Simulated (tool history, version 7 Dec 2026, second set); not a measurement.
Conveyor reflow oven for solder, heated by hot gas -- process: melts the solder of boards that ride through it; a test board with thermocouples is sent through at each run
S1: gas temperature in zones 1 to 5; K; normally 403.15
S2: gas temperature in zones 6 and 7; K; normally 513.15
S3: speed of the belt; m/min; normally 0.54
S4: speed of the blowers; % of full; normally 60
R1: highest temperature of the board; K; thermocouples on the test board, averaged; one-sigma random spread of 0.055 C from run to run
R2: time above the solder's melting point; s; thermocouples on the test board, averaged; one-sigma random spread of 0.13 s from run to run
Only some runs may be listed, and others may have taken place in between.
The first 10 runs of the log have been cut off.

Run 11, day 26.375: usual settings. Result: R1 494.91 K, R2 68.3 s.
Run 12, day 28.317: usual settings but S3 0.581 m/min. Result: R1 491.95 K, R2 60.7 s.
Run 13, day 30.688: usual settings but S3 0.581 m/min. Result: R1 491.76 K, R2 60.4 s.
At day 31.046: flux residue cleaned out of gas plates and filters.
Run 14, day 32.304: usual settings. Result: R1 495.41 K, R2 68.6 s.
Run 15, day 34.475: usual settings but S2 506.15 K. Result: R1 489.07 K, R2 63.5 s.
At day 34.808: belt drive overhauled, speed set with a stopwatch.
Run 16, day 36.517: usual settings but S2 506.15 K. Result: R1 489.12 K, R2 64 s.
Run 17, day 37.938: usual settings but S2 506.15 K. Result: R1 489 K, R2 63.8 s.
Run 18, day 40.1: usual settings but S3 0.441 m/min. Result: R1 501.55 K, R2 92 s.
At day 41.975: flux residue cleaned out of gas plates and filters.
Run 19, day 42.133: usual settings but S4 78 % of full. Result: R1 501.48 K, R2 74.9 s.
Run 20, day 45.008: usual settings but S1 410.15 K, S2 504.15 K, S4 56 % of full. Result: R1 487.72 K, R2 65.3 s.
Run 21, day 47.483: usual settings but S1 391.15 K, S2 502.15 K, S3 0.431 m/min, S4 76 % of full. Result: R1 494.75 K, R2 86 s.
Run 22, day 49.083: usual settings but S3 0.503 m/min, S4 67 % of full. Result: R1 500.12 K, R2 79.5 s.
Run 23, day 51.767: usual settings but S3 0.503 m/min, S4 67 % of full. Result: R1 500.01 K, R2 79.3 s.
At day 52.717: flux residue cleaned out of gas plates and filters.
Run 24, day 53.45: usual settings but S3 0.503 m/min, S4 67 % of full. Result: R1 501.05 K, R2 80.3 s.
Run 25, day 54.933: usual settings but S1 404.15 K, S3 0.573 m/min, S4 67 % of full. Result: R1 496.96 K, R2 67.2 s.
At day 55.304: belt drive overhauled, speed set with a stopwatch, once more.
Run 26, day 58.467: usual settings but S1 416.15 K, S2 516.15 K, S3 0.431 m/min, S4 56 % of full. Result: R1 505.56 K, R2 100.6 s.
Run 27, day 61.154: usual settings but S1 417.15 K, S2 509.15 K, S3 0.636 m/min, S4 56 % of full. Result: R1 486.72 K, R2 54.5 s.
Run 28, day 62.725: usual settings but S1 399.15 K, S2 511.15 K, S3 0.476 m/min, S4 54 % of full. Result: R1 494.55 K, R2 74.8 s.
At day 63.562: flux residue cleaned out of gas plates and filters.
Run 29, day 66.179: usual settings but S1 412.15 K, S2 511.15 K, S3 0.476 m/min, S4 54 % of full. Result: R1 497.18 K, R2 82.9 s.
Run 30, day 68.842: usual settings but S1 405.15 K, S2 526.15 K, S3 0.504 m/min, S4 87 % of full. Result: R1 516.93 K, R2 88.2 s.
At day 72.242: thermocouples of zones 6 and 7 changed.
Run 31, day 72.325: usual settings but S1 405.15 K, S3 0.574 m/min, S4 57 % of full. Result: R1 490.37 K, R2 60.1 s.

3 options for the next run, each taken on its own from the tool as it stands now. Forecast them:
At day 74.292: flux residue cleaned out of gas plates and filters.
Run A, day 75.071: usual settings but S1 405.15 K, S3 0.597 m/min, S4 57 % of full. Result: R1 ?, R2 ?.
At day 74.292: flux residue cleaned out of gas plates and filters.
Run B, day 75.071: usual settings but S1 389.15 K, S2 523.15 K, S3 0.6 m/min, S4 57 % of full. Result: R1 ?, R2 ?.
At day 74.292: flux residue cleaned out of gas plates and filters.
Run C, day 75.071: usual settings but S1 408.15 K, S2 509.15 K, S4 72 % of full. Result: R1 ?, R2 ?.

run      R1    R2
  A  489.93  57.2
  B  494.81  55.9
  C  495.61  70.9
With the hidden condition removed and each run's random variation left untouched, the same runs would have given:
run      R1    R2
  A  490.32  57.3
  B  495.21    56
  C  496.04  70.9

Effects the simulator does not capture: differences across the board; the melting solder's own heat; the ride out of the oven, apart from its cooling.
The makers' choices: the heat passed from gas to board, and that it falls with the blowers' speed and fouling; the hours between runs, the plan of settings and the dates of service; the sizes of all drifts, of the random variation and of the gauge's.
